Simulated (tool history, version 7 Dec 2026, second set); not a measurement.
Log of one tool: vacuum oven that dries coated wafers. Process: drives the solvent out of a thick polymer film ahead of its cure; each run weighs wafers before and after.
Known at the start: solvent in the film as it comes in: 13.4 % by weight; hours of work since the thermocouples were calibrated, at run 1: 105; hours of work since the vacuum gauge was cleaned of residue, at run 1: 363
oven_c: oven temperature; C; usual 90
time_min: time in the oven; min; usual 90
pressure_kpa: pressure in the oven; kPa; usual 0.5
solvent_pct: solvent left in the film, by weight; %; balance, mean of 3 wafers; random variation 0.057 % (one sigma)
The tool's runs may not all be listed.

run	day	oven_c	time_min	pressure_kpa	hours of work since the thermocouples were calibrated	hours of work since the vacuum gauge was cleaned of residue	solvent_pct
1	0	90	90	0.5	105	363	2.84
2	1.433	90	90	0.5	132	390	2.79
3	2.792	90	90	0.5	158	416	2.86
4	4.683	90	90	0.5	193	452	2.86
5	6.638	83	90	0.5	230	489	4.08
6	7.817	103	90	0.5	253	511	1.15
7	9.112	87	125	0.897	277	535	2.48
8	10.212	92	122	0.706	298	556	1.75
9	12.104	86	72	0.5	333	592	4.44
10	13.854	96	46	0.5	366	625	4.43
11	15.788	98	124	0.318	403	661	0.91
12	17.796	98	124	0.318	441	699	0.95

4 ways to go on from here, each from the tool as it stands after run 12. What would each give?
A	18.858	88	52	0.318	461	719	?
B	18.858	98	105	0.318	461	719	?
C	18.858	89	111	1.371	461	719	?
D	18.858	98	54	0.406	461	719	?

run	solvent_pct
A	5.32
B	1.37
C	2.89
D	3.52
Without the tool's hidden state the same runs would have given:
run	solvent_pct
A	5.13
B	1.22
C	2.68
D	3.35
